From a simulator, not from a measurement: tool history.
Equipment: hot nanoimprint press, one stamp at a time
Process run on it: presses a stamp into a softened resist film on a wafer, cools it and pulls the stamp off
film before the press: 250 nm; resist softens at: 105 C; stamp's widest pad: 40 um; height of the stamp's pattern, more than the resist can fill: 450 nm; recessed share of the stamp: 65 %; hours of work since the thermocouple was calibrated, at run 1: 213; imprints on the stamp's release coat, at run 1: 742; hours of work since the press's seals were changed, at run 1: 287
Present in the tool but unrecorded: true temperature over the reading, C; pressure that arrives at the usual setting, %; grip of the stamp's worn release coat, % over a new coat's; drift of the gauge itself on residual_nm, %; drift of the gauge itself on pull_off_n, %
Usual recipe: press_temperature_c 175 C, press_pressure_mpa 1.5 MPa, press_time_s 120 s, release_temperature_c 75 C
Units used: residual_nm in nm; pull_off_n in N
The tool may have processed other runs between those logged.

run	hour	press_temperature_c	press_pressure_mpa	press_time_s	release_temperature_c	hours of work since the thermocouple was calibrated	imprints on the stamp's release coat	hours of work since the press's seals were changed	residual_nm	pull_off_n
1	0	175	1.5	120	75	213	742	287	98.9	219
2	13.9	175	1.5	196	75	223	807	297	81.1	222
3	26	175	1.5	196	75	232	863	306	79.6	224
4	35.1	175	1.5	120	75	239	905	313	99.9	234
5	44.4	175	1.5	112	75	245	948	319	103.5	226
# hour 56: plate thermocouple calibrated
6	57.8	175	1.5	120	75	1	996	327	101.4	232
7	66.2	175	1.5	135	75	7	1035	333	97.4	227
8	79.4	175	1.5	135	75	17	1096	342	97.2	239
9	88.3	175	1.5	120	75	23	1137	349	101.2	233
10	101.7	175	1.5	120	75	33	1200	358	103.9	233
# hour 112.6: stamp cleaned and given a new release coat
11	120	175	1.5	120	75	42	35	367	102.9	211
12	132.4	175	1.5	120	75	51	92	376	103.1	213
# hour 143.2: plate thermocouple calibrated, once more
13	144.1	175	1.5	120	75	1	132	382	96.1	214
14	159.5	175	1.5	120	75	12	203	393	95.3	196
15	172.4	175	1.79	120	75	21	263	403	88.5	203
16	181.8	175	1.79	120	75	28	307	409	88.3	207
17	191.5	168	2.3	136	71	35	351	416	97.2	221
18	201.2	168	2.3	136	71	42	397	423	98.3	225
19	209.1	183	2.3	136	80	47	433	429	56.1	195
20	223.4	183	2.3	136	80	58	499	439	57.1	203
21	234.8	177	1.08	162	80	66	552	448	92.1	204
22	245.5	177	1.08	86	62	74	602	455	120.2	247
23	253.2	168	1.4	81	63	79	637	461	143	246
24	266.5	168	1.4	81	63	89	699	470	145.2	248

Here are 5 independent what-if runs from the current tool condition. What would each one return?
A	281.9	168	1.34	81	64	100	770	481	?	?
B	281.9	175	1.94	206	69	100	770	481	?	?
C	281.9	178	1.4	81	63	100	770	481	?	?
D	281.9	175	1.5	120	81	100	770	481	?	?
E	281.9	175	1.82	103	70	100	770	481	?	?

run	residual_nm	pull_off_n
A	146.7	259
B	67.7	245
C	106.6	251
D	96.7	208
E	95	240
What these runs would have given with no unlogged condition in the tool:
run	residual_nm	pull_off_n
A	144	237
B	65.6	224
C	104.3	229
D	94.5	190
E	92.4	219
